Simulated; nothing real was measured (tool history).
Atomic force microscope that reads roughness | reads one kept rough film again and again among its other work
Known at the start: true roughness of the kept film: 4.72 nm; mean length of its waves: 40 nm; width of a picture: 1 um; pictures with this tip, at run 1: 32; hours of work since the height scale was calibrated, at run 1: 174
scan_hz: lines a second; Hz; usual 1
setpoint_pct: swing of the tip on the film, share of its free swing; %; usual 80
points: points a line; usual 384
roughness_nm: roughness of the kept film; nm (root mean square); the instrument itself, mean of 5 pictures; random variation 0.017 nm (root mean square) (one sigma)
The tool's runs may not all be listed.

run     day  scan_hz  setpoint_pct  points  pictures with this tip  hours of work since the height scale was calibrated  roughness_nm
  1       0        1            80     384                      32                                                  174         3.924
  2    0.85        1            80     384                      56                                                  187         3.885
  3   1.475        1            80     384                      73                                                  196         3.813
  4   2.338        1            80     384                      98                                                  209         3.764
  5   2.838        1            80     384                     112                                                  217         3.725
  6   3.229        1            80     384                     123                                                  222          3.71
  7   3.846        1            80     384                     141                                                  232         3.669
  8    4.65        1            80     417                     163                                                  244          3.64
      4.892  -- new tip fitted
  9   5.362        1            80     417                      13                                                  254          3.95
 10   5.858        1            80     384                      27                                                  261         3.927
 11   6.542        1            80     356                      46                                                  272         3.827
 12   7.004        1            80     933                      60                                                  278         3.863
 13   7.796        1            80     933                      82                                                  290         3.784
 14   8.525     0.65            74     259                     103                                                  301         3.772
 15   9.312     0.65            81     749                     125                                                  313          3.73
 16  10.071     0.58            78     413                     146                                                  324         3.686
     10.904  -- new tip fitted
 17   10.95     0.58            78     413                       2                                                  337          4.06
 18  11.746        1            61     297                      24                                                  349         4.043
 19  12.533     0.55            67     384                      47                                                  361         3.993
 20  13.258     0.52            83     322                      67                                                  371         3.885
 21  13.917     1.81            83     496                      86                                                  381         3.586

Forecast each of these 3 alternatives for the next run:
  A  14.854     3.38            65     496                     112                                                  395             ?
  B  14.854     3.72            66    1009                     112                                                  395             ?
  C  14.854     1.81            83     409                     112                                                  395             ?

run  roughness_nm
  A         3.601
  B         3.578
  C          3.52
Without the tool's hidden state the same runs would have given:
run  roughness_nm
  A         3.923
  B         3.898
  C         3.834

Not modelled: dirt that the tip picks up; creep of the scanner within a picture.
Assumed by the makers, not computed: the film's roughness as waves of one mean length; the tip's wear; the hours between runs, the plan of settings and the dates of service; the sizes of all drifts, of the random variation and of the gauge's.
